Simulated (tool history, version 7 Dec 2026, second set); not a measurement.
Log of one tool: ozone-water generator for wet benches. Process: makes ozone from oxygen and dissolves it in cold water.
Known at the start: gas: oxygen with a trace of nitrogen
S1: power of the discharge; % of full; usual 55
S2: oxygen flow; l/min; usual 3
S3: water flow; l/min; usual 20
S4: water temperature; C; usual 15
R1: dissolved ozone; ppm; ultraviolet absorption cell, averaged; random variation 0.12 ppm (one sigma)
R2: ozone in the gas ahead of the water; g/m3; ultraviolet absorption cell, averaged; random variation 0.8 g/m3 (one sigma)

run 1 hour=0 | S1=55 S2=3 S3=20 S4=15 | R1=9.4 R2=111.7
run 2 hour=49.2 | S1=55 S2=3 S3=20 S4=15 | R1=9.1 R2=110.3
run 3 hour=148 | S1=55 S2=3 S3=20 S4=15 | R1=9.2 R2=109.8
run 4 hour=234 | S1=55 S2=3 S3=20 S4=15 | R1=9.2 R2=108.7
-- hour=274.2 water thermometer calibrated
run 5 hour=312.2 | S1=55 S2=3 S3=20 S4=15 | R1=9.1 R2=109.5
run 6 hour=358 | S1=55 S2=3.35 S3=20 S4=15 | R1=9.2 R2=101.6
run 7 hour=452.6 | S1=55 S2=3.45 S3=20 S4=15 | R1=9.2 R2=100.3
run 8 hour=504.3 | S1=55 S2=3.45 S3=20 S4=15 | R1=9.2 R2=100.2
run 9 hour=554.8 | S1=55 S2=3.45 S3=20 S4=15 | R1=8.9 R2=98.1
run 10 hour=649.5 | S1=55 S2=3.45 S3=20 S4=15 | R1=9.1 R2=99.1
run 11 hour=709.9 | S1=55 S2=2.27 S3=20 S4=15 | R1=8.9 R2=129.5
run 12 hour=762.3 | S1=55 S2=2.27 S3=20 S4=15 | R1=8.5 R2=128.4
run 13 hour=851 | S1=55 S2=2.27 S3=20 S4=15 | R1=8.6 R2=128.6
run 14 hour=939.9 | S1=55 S2=2.27 S3=20 S4=15 | R1=8.8 R2=127.5
run 15 hour=989.3 | S1=55 S2=2.27 S3=20 S4=15 | R1=8.5 R2=128.1
run 16 hour=1077.8 | S1=71 S2=3 S3=20 S4=15 | R1=10.3 R2=124.6
run 17 hour=1175.9 | S1=61 S2=3 S3=20 S4=10 | R1=9.8 R2=112.5
run 18 hour=1218.4 | S1=43 S2=1.72 S3=23 S4=9 | R1=6.2 R2=130.2
run 19 hour=1262.8 | S1=43 S2=1.72 S3=23 S4=9 | R1=6.3 R2=128.5
run 20 hour=1356.3 | S1=43 S2=1.72 S3=23 S4=9 | R1=6.4 R2=128
run 21 hour=1405.1 | S1=43 S2=1.72 S3=16 S4=9 | R1=9.1 R2=128.8
run 22 hour=1476.8 | S1=55 S2=3 S3=25 S4=15 | R1=6.9 R2=105.1
run 23 hour=1530.3 | S1=75 S2=3 S3=25 S4=10 | R1=8.8 R2=125.4
run 24 hour=1585.4 | S1=75 S2=2.73 S3=26 S4=15 | R1=8 R2=134.2
run 25 hour=1632.7 | S1=75 S2=2.73 S3=26 S4=15 | R1=8 R2=132
run 26 hour=1694 | S1=75 S2=2.73 S3=26 S4=15 | R1=8 R2=133.5
run 27 hour=1745.2 | S1=55 S2=5.31 S3=30 S4=12 | R1=6.4 R2=72.1

Run 28 comes next. What will it give?
run 28 hour=1806.5 | S1=55 S2=5.31 S3=30 S4=12 | R1=? R2=?

Run 28 gave R1 6.3 ppm, R2 72.9 g/m3.
Without the tool's hidden state the same run would have given R1 7.8 ppm, R2 87.4 g/m3.
